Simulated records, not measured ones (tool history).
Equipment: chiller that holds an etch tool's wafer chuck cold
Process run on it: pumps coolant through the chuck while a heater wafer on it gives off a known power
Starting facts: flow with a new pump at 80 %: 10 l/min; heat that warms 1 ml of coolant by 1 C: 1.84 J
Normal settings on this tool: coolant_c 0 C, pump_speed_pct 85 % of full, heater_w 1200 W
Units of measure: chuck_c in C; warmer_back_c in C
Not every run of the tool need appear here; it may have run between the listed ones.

run    hour  coolant_c  pump_speed_pct  heater_w  chuck_c  warmer_back_c
  1       0          0              85      1200     14.5           3.64
  2    67.8          0              85      1200     14.4           3.62
  3   159.2          0              85      1200     14.3           3.62
  4   249.9          0              85      1200     14.6           3.68
  5   355.4          0              85      1200     14.5           3.62
      374.9  -- chiller's thermometer calibrated
  6   424.2          0              64      1200     18.6           5.11
  7   544.7          0              85      1200       15           3.69
  8   606.4          0              85      1200     14.9           3.69
  9   679.7          0              85      1200     15.2           3.69
 10   801.9          0              85      1200     15.2           3.71
 11   869.9          0              85       897     11.7           2.77
      969.6  -- chiller's thermometer calibrated, once more
 12   969.6          0              85      1200     13.8           3.67
 13    1037          0              85      1200     14.1           3.72
 14  1119.8        -10              63       700      0.4           2.98
 15  1218.7        -10              63       700      0.6           3.08
 16  1324.5         -6              64       700      4.4           2.96
 17  1396.7          3              85      1363     19.2           4.28
 18  1473.8         -2              75      1363     15.7           4.93
 19    1529          0              65       735     10.9           3.06
 20  1640.6          0              65       729     10.9           3.08
 21  1741.6          0              65       729       11           3.11
 22  1846.7          0              65       729     11.2           3.03
 23  1921.8          0              65       729       11           3.14
 24    2002          0              65       729     11.2           3.12

Here are 5 independent what-if runs from the current tool condition. What would each one return?
  A  2107.3          0              87       729        ?              ?
  B  2107.3         -8              65       729        ?              ?
  C  2107.3         -6              87      1200        ?              ?
  D  2107.3          0              65      1666        ?              ?
  E  2107.3          7              85      1200        ?              ?

run  chuck_c  warmer_back_c
  A      8.8           2.26
  B      3.2           3.14
  C      8.3           3.71
  D     25.3           7.05
  E     21.5            3.8
Take away the tool's hidden state, keep each run's random variation, and the runs would have read:
run  chuck_c  warmer_back_c
  A      7.5           2.18
  B      1.6           3.02
  C      6.3           3.57
  D       22           6.78
  E     19.5           3.66
